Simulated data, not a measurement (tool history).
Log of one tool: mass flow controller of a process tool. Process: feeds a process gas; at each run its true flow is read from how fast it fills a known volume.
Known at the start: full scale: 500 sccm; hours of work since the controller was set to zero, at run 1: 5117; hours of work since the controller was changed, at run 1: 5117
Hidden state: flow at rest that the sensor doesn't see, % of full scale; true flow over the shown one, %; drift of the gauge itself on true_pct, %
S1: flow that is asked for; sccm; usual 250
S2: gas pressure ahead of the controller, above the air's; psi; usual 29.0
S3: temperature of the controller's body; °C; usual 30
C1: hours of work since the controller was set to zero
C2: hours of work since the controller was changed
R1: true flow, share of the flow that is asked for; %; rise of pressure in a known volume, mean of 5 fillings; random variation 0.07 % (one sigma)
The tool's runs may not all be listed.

| run | day | S1 | S2 | S3 | C1 | C2 | R1 |
|---|---|---|---|---|---|---|---|
| 1 | 0.000 | 250 | 29.0 | 30 | 5117 | 5117 | 99.13 |
| 2 | 9.621 | 250 | 29.0 | 30 | 5259 | 5259 | 99.14 |
| 3 | 20.746 | 250 | 29.0 | 30 | 5423 | 5423 | 99.16 |
| 4 | 28.050 | 250 | 29.0 | 30 | 5531 | 5531 | 99.13 |
| 5 | 37.262 | 250 | 29.0 | 30 | 5666 | 5666 | 98.98 |
| 6 | 49.483 | 133 | 29.0 | 30 | 5847 | 5847 | 98.56 |
| 7 | 59.000 | 250 | 29.0 | 30 | 5987 | 5987 | 99.13 |
| 8 | 69.279 | 214 | 29.0 | 30 | 6139 | 6139 | 98.91 |
| 9 | 81.067 | 255 | 29.0 | 30 | 6312 | 6312 | 99.21 |
| 10 | 90.971 | 255 | 29.0 | 30 | 6458 | 6458 | 99.28 |
| 11 | 98.808 | 255 | 29.0 | 30 | 6574 | 6574 | 99.17 |
| 12 | 105.412 | 250 | 33.4 | 32 | 6671 | 6671 | 99.09 |
| 13 | 115.379 | 275 | 29.0 | 22 | 6818 | 6818 | 98.69 |

The next listed run, before its measurement:
| 14 | 125.496 | 250 | 24.7 | 32 | 6968 | 6968 | ? |

R1: 99.30 %
Without the tool's hidden state the same run would have given R1 99.30 %.

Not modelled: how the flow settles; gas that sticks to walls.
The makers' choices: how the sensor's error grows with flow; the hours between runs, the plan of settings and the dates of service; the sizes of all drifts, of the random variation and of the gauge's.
